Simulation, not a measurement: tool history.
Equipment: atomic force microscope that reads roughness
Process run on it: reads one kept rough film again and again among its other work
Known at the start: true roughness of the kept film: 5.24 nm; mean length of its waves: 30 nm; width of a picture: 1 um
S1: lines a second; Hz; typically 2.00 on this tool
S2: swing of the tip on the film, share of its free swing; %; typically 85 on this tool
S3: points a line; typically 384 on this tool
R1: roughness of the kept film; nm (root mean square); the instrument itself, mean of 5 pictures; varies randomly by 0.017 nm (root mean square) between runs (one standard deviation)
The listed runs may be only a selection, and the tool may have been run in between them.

run,hour,S1,S2,S3,R1
1,0.0,2.00,85,384,4.156
2,13.1,2.00,85,384,4.166
# hour 23.7: new tip fitted
3,28.2,2.00,85,384,4.183
4,47.1,2.00,85,384,4.147
5,70.9,3.63,85,384,3.918
6,94.0,3.63,85,384,3.934
7,107.4,3.63,85,384,3.916
# hour 117.8: new tip fitted
8,124.7,2.00,85,619,4.191
9,144.7,1.12,85,384,4.317
10,168.8,1.12,85,384,4.320
11,189.2,1.12,85,1001,4.287
12,202.7,1.12,85,1001,4.324
# hour 212.4: new tip fitted
13,219.8,2.00,85,384,4.186
14,247.5,2.00,85,384,4.140
15,260.3,3.77,85,679,3.914
16,290.2,2.86,64,679,4.348
# hour 308.3: new tip fitted
17,309.8,0.84,59,1022,4.458
18,326.1,0.61,63,689,4.461
19,346.4,2.00,68,362,4.295
20,367.4,2.00,70,656,4.334
21,388.5,2.00,70,656,4.331
# hour 403.3: new tip fitted
22,419.6,1.96,80,480,4.263
23,450.1,1.47,84,852,4.250
24,475.6,0.89,59,695,4.428
25,490.5,1.18,67,273,4.344
# hour 498.6: new tip fitted
26,515.1,3.87,86,942,3.889
27,536.8,3.87,86,942,3.906
28,561.6,2.00,85,281,4.152

Consider 5 possible next runs. They are alternatives, not a sequence: every one starts from the tool as it was left by run 28. What does each give?
A,583.8,2.47,85,281,?
B,583.8,0.50,60,757,?
C,583.8,0.88,81,321,?
D,583.8,2.00,85,352,?
E,583.8,2.00,85,469,?

run,R1
A,4.082
B,4.483
C,4.344
D,4.151
E,4.170
With the hidden condition removed and each run's random variation left untouched, the same runs would have given:
run,R1
A,4.093
B,4.495
C,4.355
D,4.161
E,4.181

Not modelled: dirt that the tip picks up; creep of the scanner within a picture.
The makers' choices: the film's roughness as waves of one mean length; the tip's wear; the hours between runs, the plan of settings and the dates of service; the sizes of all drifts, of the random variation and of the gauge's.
